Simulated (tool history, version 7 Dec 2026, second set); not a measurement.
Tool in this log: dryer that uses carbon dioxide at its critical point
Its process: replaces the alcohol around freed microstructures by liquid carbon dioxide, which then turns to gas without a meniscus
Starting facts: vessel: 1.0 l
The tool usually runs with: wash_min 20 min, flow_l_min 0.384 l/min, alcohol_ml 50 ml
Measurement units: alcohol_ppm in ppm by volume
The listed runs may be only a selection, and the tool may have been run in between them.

run,hour,wash_min,flow_l_min,alcohol_ml,alcohol_ppm
1,0.0,20,0.384,50,131
2,8.7,20,0.446,50,62
3,22.7,13,0.384,50,846
4,42.2,13,0.384,50,867
5,55.2,13,0.384,48,828
6,72.8,20,0.384,50,144
7,90.7,20,0.384,50,151
8,110.5,20,0.384,31,119
9,125.1,20,0.365,27,130
10,134.9,20,0.384,85,221
11,149.9,20,0.384,85,217
12,163.9,20,0.384,85,229
13,183.1,20,0.384,85,235
14,200.8,26,0.384,85,88
15,219.0,26,0.384,85,91
16,231.7,20,0.470,66,115

Forecast each of these 3 alternatives for the next run:
A,247.6,18,0.470,41,?
B,247.6,20,0.586,70,?
C,247.6,22,0.470,66,?

run,alcohol_ppm
A,113
B,74
C,86
Had the tool no hidden state, the same runs would have come out as:
run,alcohol_ppm
A,17
B,6
C,12
